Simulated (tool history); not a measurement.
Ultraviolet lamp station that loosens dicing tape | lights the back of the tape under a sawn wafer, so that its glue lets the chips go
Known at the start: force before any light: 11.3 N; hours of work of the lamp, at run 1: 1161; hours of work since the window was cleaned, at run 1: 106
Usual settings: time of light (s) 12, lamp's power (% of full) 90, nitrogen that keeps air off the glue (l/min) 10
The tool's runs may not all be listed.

run,hour,time of light (s),lamp's power (% of full),nitrogen that keeps air off the glue (l/min),hours of work of the lamp,hours of work since the window was cleaned,force that peels the tape off (N),light that reached the tape (mJ/cm²)
1,0,12,90,10,1161,106,0.341,608
2,57.1,12,90,10,1205,150,0.366,610
# hour 64: lamp changed
3,87.5,12,90,10,18,172,0.362,614
4,132.4,12,90,10,53,207,0.335,608
5,171.8,12,90,10,83,238,0.347,613
6,218.5,12,90,10,119,274,0.349,609
7,260.8,12,97,10,152,306,0.281,653
8,292.2,12,97,10,176,331,0.283,657
9,328.3,14,90,10,204,359,0.23,710
10,380.7,12,95,10,245,399,0.297,646
11,407.2,9,90,10,265,419,0.709,456
# hour 421.7: window cleaned of glue's vapour
12,456.2,10,90,10,303,27,0.534,506
13,510.9,10,90,10,345,69,0.545,508
14,567,12,90,5,388,112,0.693,608
15,616.7,12,90,5,427,151,0.652,610
16,657,18,90,11,458,182,0.145,916
17,697.9,12,71,19,489,213,0.406,473
18,724.8,12,71,11,510,234,0.575,481
19,787.5,8,71,11,559,283,1.522,321
20,825.7,19,90,10,588,312,0.145,961
21,882.9,11,82,7,632,356,0.767,507
22,934.5,9,90,10,672,396,0.726,456
# hour 979.4: window cleaned of glue's vapour
23,987.9,9,68,8,713,7,1.551,349
24,1021,6,76,13,739,32,1.922,259

Hidden state at the last listed run before each entry between runs and at the first one after, where it differs:
Between runs 2 and 3: lamp changed (hour 64)
  lamp's light, % of a new lamp's: 99.7 -> 100
Between runs 11 and 12: window cleaned of glue's vapour (hour 421.7)
  light that the window lets through, % of a clean one's: 99.9 -> 100
Between runs 22 and 23: window cleaned of glue's vapour (hour 979.4)
  light that the window lets through, % of a clean one's: 99.9 -> 100
